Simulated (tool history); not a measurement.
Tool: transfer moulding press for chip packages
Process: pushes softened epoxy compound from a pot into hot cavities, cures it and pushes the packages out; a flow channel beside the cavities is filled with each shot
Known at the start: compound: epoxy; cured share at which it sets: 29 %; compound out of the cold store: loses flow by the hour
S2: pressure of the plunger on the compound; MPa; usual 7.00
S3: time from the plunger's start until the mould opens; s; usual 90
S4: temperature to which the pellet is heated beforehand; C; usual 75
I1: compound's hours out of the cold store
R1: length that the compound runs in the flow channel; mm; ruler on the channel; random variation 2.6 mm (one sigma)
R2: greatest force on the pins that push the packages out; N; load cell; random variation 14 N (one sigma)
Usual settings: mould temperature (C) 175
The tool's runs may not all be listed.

Run 1, hour 0.0: usual settings; I1 47.6. Result: R1 715 mm, R2 607 N.
Run 2, hour 15.8: usual settings; I1 43.3. Result: R1 733 mm, R2 578 N.
At hour 18.6: cavities cleaned with cleaning compound and waxed.
Run 3, hour 30.4: usual settings; I1 10.5. Result: R1 907 mm, R2 681 N.
Run 4, hour 40.9: usual settings; I1 44.6. Result: R1 731 mm, R2 588 N.
Run 5, hour 54.1: usual settings; I1 46.0. Result: R1 722 mm, R2 613 N.
At hour 67.7: cavities cleaned with cleaning compound and waxed.
Run 6, hour 73.7: usual settings but S4 73 C; I1 11.0. Result: R1 904 mm, R2 657 N.
Run 7, hour 90.7: usual settings but S4 73 C; I1 22.7. Result: R1 843 mm, R2 637 N.
Run 8, hour 105.1: usual settings but S4 73 C; I1 37.9. Result: R1 760 mm, R2 604 N.
At hour 114.9: cavities cleaned with cleaning compound and waxed.
Run 9, hour 127.3: usual settings but S4 73 C; I1 38.1. Result: R1 764 mm, R2 613 N.
Run 10, hour 146.4: usual settings but S4 73 C; I1 14.2. Result: R1 889 mm, R2 651 N.
At hour 162.7: cavities cleaned with cleaning compound and waxed.
Run 11, hour 170.4: usual settings; I1 12.3. Result: R1 897 mm, R2 657 N.
Run 12, hour 188.3: usual settings; I1 15.8. Result: R1 876 mm, R2 649 N.
Run 13, hour 207.9: usual settings; I1 33.9. Result: R1 781 mm, R2 615 N.
At hour 210.6: cavities cleaned with cleaning compound and waxed.
Run 14, hour 234.7: usual settings; I1 47.4. Result: R1 717 mm, R2 589 N.
Run 15, hour 248.5: usual settings but mould temperature (C) 179, S3 103 s; I1 35.3. Result: R1 757 mm, R2 437 N.
At hour 258.1: cavities cleaned with cleaning compound and waxed.
Run 16, hour 267.6: usual settings but mould temperature (C) 169, S3 114 s; I1 10.7. Result: R1 938 mm, R2 626 N.
Run 17, hour 281.1: usual settings but mould temperature (C) 169, S3 114 s; I1 25.6. Result: R1 853 mm, R2 573 N.
Run 18, hour 303.8: usual settings but mould temperature (C) 179, S3 109 s; I1 42.6. Result: R1 722 mm, R2 441 N.
At hour 307.5: cavities cleaned with cleaning compound and waxed.
Run 19, hour 329.6: usual settings but S4 67 C; I1 20.6. Result: R1 848 mm, R2 658 N.
At hour 339.5: mould's thermocouples calibrated.
Run 20, hour 347.5: usual settings but S3 110 s, S4 68 C; I1 11.1. Result: R1 907 mm, R2 481 N.
At hour 357.9: cavities cleaned with cleaning compound and waxed.
Run 21, hour 373.9: usual settings but S2 5.89 MPa, S3 87 s, S4 76 C; I1 20.4. Result: R1 784 mm, R2 707 N.
Run 22, hour 394.5: usual settings but S2 6.82 MPa, S3 87 s, S4 72 C; I1 12.2. Result: R1 889 mm, R2 729 N.
At hour 405.8: cavities cleaned with cleaning compound and waxed.
Run 23, hour 417.2: usual settings but S2 6.82 MPa, S3 87 s, S4 72 C; I1 16.7. Result: R1 861 mm, R2 712 N.
Run 24, hour 435.2: usual settings but S2 6.82 MPa, S3 87 s, S4 72 C; I1 21.8. Result: R1 829 mm, R2 681 N.
At hour 453.3: cavities cleaned with cleaning compound and waxed.
Run 25, hour 455.7: usual settings but mould temperature (C) 173, S2 7.73 MPa; I1 14.1. Result: R1 949 mm, R2 762 N.
Run 26, hour 477.3: usual settings but mould temperature (C) 173, S2 7.73 MPa; I1 30.7. Result: R1 848 mm, R2 715 N.
Run 27, hour 493.3: usual settings but mould temperature (C) 173, S2 7.73 MPa; I1 20.3. Result: R1 904 mm, R2 771 N.

3 ways to go on from here, each from the tool as it stands after run 27. What would each give?
At hour 501.2: cavities cleaned with cleaning compound and waxed.
At hour 505.4: plunger's sealing rings changed.
Run A, hour 515.1: usual settings but mould temperature (C) 171, S2 7.73 MPa; I1 32.3. Result: R1 ?, R2 ?.
At hour 501.2: cavities cleaned with cleaning compound and waxed.
At hour 505.4: plunger's sealing rings changed.
Run B, hour 515.1: usual settings but S2 6.13 MPa; I1 12.7. Result: R1 ?, R2 ?.
At hour 501.2: cavities cleaned with cleaning compound and waxed.
At hour 505.4: plunger's sealing rings changed.
Run C, hour 515.1: usual settings but mould temperature (C) 167, S2 5.58 MPa, S3 118 s; I1 26.7. Result: R1 ?, R2 ?.

run   R1   R2
  A  850  854
  B  837  657
  C  765  655
Without the tool's hidden state the same runs would have given:
run   R1   R2
  A  850  850
  B  837  654
  C  765  652

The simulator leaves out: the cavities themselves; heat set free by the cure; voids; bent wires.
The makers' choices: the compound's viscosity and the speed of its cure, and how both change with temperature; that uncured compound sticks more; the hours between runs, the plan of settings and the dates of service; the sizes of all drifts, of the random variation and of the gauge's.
